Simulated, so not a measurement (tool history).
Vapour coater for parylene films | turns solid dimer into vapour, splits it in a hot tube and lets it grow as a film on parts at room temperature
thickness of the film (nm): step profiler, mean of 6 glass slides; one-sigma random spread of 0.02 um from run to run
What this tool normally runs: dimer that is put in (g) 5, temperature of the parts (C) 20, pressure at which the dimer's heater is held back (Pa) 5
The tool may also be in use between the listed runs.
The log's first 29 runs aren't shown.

run	hour	dimer that is put in (g)	temperature of the parts (C)	pressure at which the dimer's heater is held back (Pa)	thickness of the film (nm)
30	613.1	3	15	2.97	1840
31	632.2	3	15	2.97	1830
32	644.6	3	30	2.97	1210
33	667	3	30	2.97	1190
34	688.3	5	16	3.56	2850
35	713.9	5	16	3.56	2840
36	732.7	4	30	5	1470
37	754.2	5	13	3.18	3120
38	766.2	3	13	3.18	1850
39	781.9	3	13	3.18	1850
40	800.3	6	23	8.51	2510
41	827.2	6	23	8.51	2480
42	842.3	5	30	6.27	1710
43	867.8	2	28	6.9	720
44	893.3	3	17	5	1530
# hour 902.2: trap's valve overhauled
45	909.7	4	14	11.75	2260

What does the tool deliver on the next run?
46	931.7	3	15	2.6	?

thickness of the film (nm): 1970
The same run, on a tool lacking any hidden state, would have yielded thickness of the film (nm) 1990.
